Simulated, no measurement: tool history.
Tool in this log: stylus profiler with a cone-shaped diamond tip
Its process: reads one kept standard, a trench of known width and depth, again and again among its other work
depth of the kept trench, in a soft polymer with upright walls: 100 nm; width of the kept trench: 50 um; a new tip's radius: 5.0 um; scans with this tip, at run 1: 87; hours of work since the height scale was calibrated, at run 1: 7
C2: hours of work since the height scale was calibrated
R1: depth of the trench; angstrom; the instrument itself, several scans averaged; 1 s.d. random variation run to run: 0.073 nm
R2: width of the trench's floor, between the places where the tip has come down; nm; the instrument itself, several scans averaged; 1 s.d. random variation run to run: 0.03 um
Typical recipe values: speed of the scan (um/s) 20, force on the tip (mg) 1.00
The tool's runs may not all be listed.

run 1 hour=0.0 | speed_of_the_scan_(um/s)=20 force_on_the_tip_(mg)=1.00 | scans_with_this_tip=87 C2=7 | R1=1006.9 R2=47890
run 2 hour=11.2 | speed_of_the_scan_(um/s)=20 force_on_the_tip_(mg)=1.00 | scans_with_this_tip=192 C2=15 | R1=1007.0 R2=47870
run 3 hour=19.9 | speed_of_the_scan_(um/s)=20 force_on_the_tip_(mg)=1.00 | scans_with_this_tip=274 C2=21 | R1=1007.5 R2=47860
run 4 hour=32.8 | speed_of_the_scan_(um/s)=20 force_on_the_tip_(mg)=1.00 | scans_with_this_tip=395 C2=31 | R1=1006.7 R2=47900
run 5 hour=42.9 | speed_of_the_scan_(um/s)=20 force_on_the_tip_(mg)=1.00 | scans_with_this_tip=491 C2=38 | R1=1005.6 R2=47920
run 6 hour=52.4 | speed_of_the_scan_(um/s)=20 force_on_the_tip_(mg)=1.00 | scans_with_this_tip=580 C2=45 | R1=1007.2 R2=47860
run 7 hour=66.7 | speed_of_the_scan_(um/s)=7 force_on_the_tip_(mg)=1.00 | scans_with_this_tip=715 C2=56 | R1=1006.6 R2=47930
run 8 hour=78.0 | speed_of_the_scan_(um/s)=8 force_on_the_tip_(mg)=1.00 | scans_with_this_tip=821 C2=64 | R1=1005.2 R2=47910
run 9 hour=88.3 | speed_of_the_scan_(um/s)=8 force_on_the_tip_(mg)=1.00 | scans_with_this_tip=918 C2=71 | R1=1007.4 R2=47840
run 10 hour=97.4 | speed_of_the_scan_(um/s)=8 force_on_the_tip_(mg)=1.00 | scans_with_this_tip=1003 C2=78 | R1=1007.5 R2=47950
run 11 hour=109.0 | speed_of_the_scan_(um/s)=58 force_on_the_tip_(mg)=1.04 | scans_with_this_tip=1113 C2=86 | R1=1007.6 R2=47720
run 12 hour=117.5 | speed_of_the_scan_(um/s)=58 force_on_the_tip_(mg)=1.04 | scans_with_this_tip=1193 C2=93 | R1=1006.9 R2=47750
-- hour=119.4 height scale calibrated on a step standard
run 13 hour=127.1 | speed_of_the_scan_(um/s)=58 force_on_the_tip_(mg)=1.04 | scans_with_this_tip=1278 C2=6 | R1=1006.9 R2=47700
run 14 hour=142.6 | speed_of_the_scan_(um/s)=16 force_on_the_tip_(mg)=0.61 | scans_with_this_tip=1424 C2=17 | R1=1004.6 R2=47860
run 15 hour=148.9 | speed_of_the_scan_(um/s)=11 force_on_the_tip_(mg)=1.29 | scans_with_this_tip=1484 C2=22 | R1=1008.8 R2=47840
run 16 hour=161.4 | speed_of_the_scan_(um/s)=15 force_on_the_tip_(mg)=0.71 | scans_with_this_tip=1602 C2=31 | R1=1004.4 R2=47870

Here are 3 independent what-if runs from the current tool condition. What would each one return?
run A hour=168.6 | speed_of_the_scan_(um/s)=5 force_on_the_tip_(mg)=0.40 | scans_with_this_tip=1669 C2=36 | R1=? R2=?
run B hour=168.6 | speed_of_the_scan_(um/s)=49 force_on_the_tip_(mg)=0.33 | scans_with_this_tip=1669 C2=36 | R1=? R2=?
run C hour=168.6 | speed_of_the_scan_(um/s)=34 force_on_the_tip_(mg)=1.59 | scans_with_this_tip=1669 C2=36 | R1=? R2=?

run=A R1=1002.7 R2=47850
run=B R1=1002.7 R2=47560
run=C R1=1008.8 R2=47780
Take away the tool's hidden state, keep each run's random variation, and the runs would have read:
run=A R1=1003.5 R2=47960
run=B R1=1003.6 R2=47660
run=C R1=1009.7 R2=47890
